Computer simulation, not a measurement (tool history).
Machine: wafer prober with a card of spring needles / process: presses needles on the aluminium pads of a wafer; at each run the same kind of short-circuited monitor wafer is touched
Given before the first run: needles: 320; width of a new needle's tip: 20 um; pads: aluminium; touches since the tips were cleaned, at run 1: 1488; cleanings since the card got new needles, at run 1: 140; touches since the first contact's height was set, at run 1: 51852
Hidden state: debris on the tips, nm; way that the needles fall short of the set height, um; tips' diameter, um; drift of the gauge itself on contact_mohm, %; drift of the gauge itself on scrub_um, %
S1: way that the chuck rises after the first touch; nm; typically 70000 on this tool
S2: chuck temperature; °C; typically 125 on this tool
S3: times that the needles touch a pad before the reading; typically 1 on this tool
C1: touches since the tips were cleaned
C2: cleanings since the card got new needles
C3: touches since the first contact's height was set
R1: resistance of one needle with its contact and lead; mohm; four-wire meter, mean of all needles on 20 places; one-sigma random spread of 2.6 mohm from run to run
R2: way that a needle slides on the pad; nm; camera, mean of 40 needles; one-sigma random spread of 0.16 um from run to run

| run | hour | S1 | S2 | S3 | C1 | C2 | C3 | R1 | R2 |
|---|---|---|---|---|---|---|---|---|---|
| 1 | 0.0 | 70000 | 125 | 1 | 1488 | 140 | 51852 | 327 | 14640 |
|  | 2.4 | tips cleaned on abrasive film |
|  | 7.2 | tips cleaned on abrasive film |
|  | 11.9 | tips cleaned on abrasive film |
|  | 17.9 | tips cleaned on abrasive film |
| 2 | 22.3 | 56000 | 125 | 1 | 2559 | 144 | 64617 | 362 | 11690 |
|  | 23.5 | tips cleaned on abrasive film |
|  | 28.3 | tips cleaned on abrasive film |
|  | 34.2 | tips cleaned on abrasive film |
|  | 40.1 | tips cleaned on abrasive film |
|  | 44.9 | tips cleaned on abrasive film |
|  | 50.8 | tips cleaned on abrasive film |
|  | 56.7 | tips cleaned on abrasive film |
| 3 | 59.9 | 56000 | 125 | 1 | 1825 | 151 | 86178 | 353 | 11660 |
|  | 62.3 | tips cleaned on abrasive film |
|  | 68.2 | tips cleaned on abrasive film |
|  | 74.2 | tips cleaned on abrasive film |
|  | 78.9 | tips cleaned on abrasive film |
|  | 84.8 | tips cleaned on abrasive film |
|  | 89.6 | tips cleaned on abrasive film |
|  | 95.5 | tips cleaned on abrasive film |
|  | 101.5 | tips cleaned on abrasive film |
| 4 | 101.8 | 70000 | 125 | 2 | 192 | 159 | 110191 | 312 | 14510 |
|  | 106.5 | tips cleaned on abrasive film |
|  | 112.5 | tips cleaned on abrasive film |
|  | 118.4 | tips cleaned on abrasive film |
|  | 124.3 | tips cleaned on abrasive film |
|  | 130.3 | tips cleaned on abrasive film |
|  | 136.2 | tips cleaned on abrasive film |
| 5 | 136.3 | 70000 | 124 | 1 | 55 | 165 | 129982 | 311 | 14440 |
|  | 141.0 | tips cleaned on abrasive film |
|  | 147.0 | tips cleaned on abrasive film |
|  | 152.9 | tips cleaned on abrasive film |
|  | 158.8 | tips cleaned on abrasive film |
|  | 164.7 | tips cleaned on abrasive film |
|  | 170.7 | tips cleaned on abrasive film |
|  | 176.6 | tips cleaned on abrasive film |
| 6 | 178.1 | 82000 | 33 | 1 | 866 | 172 | 153992 | 289 | 16920 |
|  | 181.7 | tips cleaned on abrasive film |
|  | 186.4 | tips cleaned on abrasive film |
|  | 192.4 | tips cleaned on abrasive film |
|  | 197.1 | tips cleaned on abrasive film |
|  | 201.9 | tips cleaned on abrasive film |
|  | 207.8 | tips cleaned on abrasive film |
|  | 212.6 | tips cleaned on abrasive film |
| 7 | 215.6 | 78000 | 48 | 2 | 1795 | 179 | 175523 | 298 | 15830 |
|  | 218.1 | tips cleaned on abrasive film |
|  | 222.8 | tips cleaned on abrasive film |
|  | 228.8 | tips cleaned on abrasive film |
|  | 233.5 | tips cleaned on abrasive film |
|  | 238.3 | tips cleaned on abrasive film |
|  | 244.2 | tips cleaned on abrasive film |
| 8 | 245.5 | 60000 | 70 | 2 | 729 | 185 | 192587 | 312 | 11770 |
|  | 249.0 | tips cleaned on abrasive film |
|  | 255.0 | tips cleaned on abrasive film |
|  | 257.6 | height of the first contact set anew |
|  | 261.2 | tips cleaned on abrasive film |
|  | 267.1 | tips cleaned on abrasive film |
| 9 | 271.3 | 52000 | 125 | 3 | 2419 | 189 | 7864 | 338 | 11240 |
|  | 272.5 | tips cleaned on abrasive film |
|  | 278.5 | tips cleaned on abrasive film |
|  | 284.4 | tips cleaned on abrasive film |
|  | 290.3 | tips cleaned on abrasive film |
| 10 | 290.5 | 54000 | 35 | 2 | 114 | 193 | 18868 | 289 | 11620 |

Branching from run 10: 5 alternative next runs. What would each branch give?
|  | 295.3 | tips cleaned on abrasive film |
|  | 301.2 | tips cleaned on abrasive film |
|  | 307.1 | tips cleaned on abrasive film |
|  | 313.0 | tips cleaned on abrasive film |
|  | 319.0 | tips cleaned on abrasive film |
|  | 324.9 | tips cleaned on abrasive film |
|  | 329.7 | tips cleaned on abrasive film |
| A | 331.6 | 60000 | 42 | 2 | 1149 | 200 | 42472 | ? | ? |
|  | 295.3 | tips cleaned on abrasive film |
|  | 301.2 | tips cleaned on abrasive film |
|  | 307.1 | tips cleaned on abrasive film |
|  | 313.0 | tips cleaned on abrasive film |
|  | 319.0 | tips cleaned on abrasive film |
|  | 324.9 | tips cleaned on abrasive film |
|  | 329.7 | tips cleaned on abrasive film |
| B | 331.6 | 79000 | 99 | 1 | 1149 | 200 | 42472 | ? | ? |
|  | 295.3 | tips cleaned on abrasive film |
|  | 301.2 | tips cleaned on abrasive film |
|  | 307.1 | tips cleaned on abrasive film |
|  | 313.0 | tips cleaned on abrasive film |
|  | 319.0 | tips cleaned on abrasive film |
|  | 324.9 | tips cleaned on abrasive film |
|  | 329.7 | tips cleaned on abrasive film |
| C | 331.6 | 70000 | 28 | 1 | 1149 | 200 | 42472 | ? | ? |
|  | 295.3 | tips cleaned on abrasive film |
|  | 301.2 | tips cleaned on abrasive film |
|  | 307.1 | tips cleaned on abrasive film |
|  | 313.0 | tips cleaned on abrasive film |
|  | 319.0 | tips cleaned on abrasive film |
|  | 324.9 | tips cleaned on abrasive film |
|  | 329.7 | tips cleaned on abrasive film |
| D | 331.6 | 59000 | 38 | 1 | 1149 | 200 | 42472 | ? | ? |
|  | 295.3 | tips cleaned on abrasive film |
|  | 301.2 | tips cleaned on abrasive film |
|  | 307.1 | tips cleaned on abrasive film |
|  | 313.0 | tips cleaned on abrasive film |
|  | 319.0 | tips cleaned on abrasive film |
|  | 324.9 | tips cleaned on abrasive film |
|  | 329.7 | tips cleaned on abrasive film |
| E | 331.6 | 83000 | 102 | 2 | 1149 | 200 | 42472 | ? | ? |

| run | R1 | R2 |
|---|---|---|
| A | 309 | 13090 |
| B | 311 | 16930 |
| C | 298 | 15030 |
| D | 317 | 12630 |
| E | 305 | 17990 |
Had the tool no hidden state, the same runs would have come out as:
| run | R1 | R2 |
|---|---|---|
| A | 280 | 13390 |
| B | 286 | 17240 |
| C | 265 | 15330 |
| D | 273 | 12940 |
| E | 288 | 18300 |
